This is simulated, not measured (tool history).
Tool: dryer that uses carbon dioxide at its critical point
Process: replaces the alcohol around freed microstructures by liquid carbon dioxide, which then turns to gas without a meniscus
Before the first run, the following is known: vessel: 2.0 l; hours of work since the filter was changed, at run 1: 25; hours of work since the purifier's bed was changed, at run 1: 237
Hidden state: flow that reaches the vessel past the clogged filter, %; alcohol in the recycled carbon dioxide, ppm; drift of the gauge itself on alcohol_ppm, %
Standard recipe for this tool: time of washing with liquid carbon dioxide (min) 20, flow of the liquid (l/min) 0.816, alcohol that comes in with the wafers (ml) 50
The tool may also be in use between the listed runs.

run,day,time of washing with liquid carbon dioxide (min),flow of the liquid (l/min),alcohol that comes in with the wafers (ml),hours of work since the filter was changed,hours of work since the purifier's bed was changed,alcohol left in the vessel before it's heated (ppm by volume)
1,0.000,20,0.816,50,25,237,74
2,0.362,20,0.816,50,31,244,76
3,0.762,20,0.816,50,39,251,81
4,1.225,18,0.816,50,47,260,91
5,1.767,18,0.816,50,58,270,97
6,2.179,22,0.816,50,65,277,61
7,2.421,22,0.816,50,70,282,68
8,2.938,26,0.639,23,79,292,66
9,3.450,19,0.531,50,89,301,337
10,3.942,20,0.942,50,98,310,75
11,4.179,19,0.504,44,102,315,367
12,4.446,19,0.504,44,107,320,386
13,4.892,12,0.562,24,116,328,663
14,5.333,20,0.597,66,124,336,225

4 options for the next run, each taken on its own from the tool as it stands now. Forecast them:
A,5.850,14,0.653,95,133,346,?
B,5.850,20,0.597,22,133,346,?
C,5.850,14,0.816,50,133,346,?
D,5.850,14,0.659,78,133,346,?

run,alcohol left in the vessel before it's heated (ppm by volume)
A,883
B,137
C,234
D,715
The same runs, with their run-to-run variation unchanged, on a tool lacking any hidden condition would have given:
run,alcohol left in the vessel before it's heated (ppm by volume)
A,690
B,53
C,131
D,545
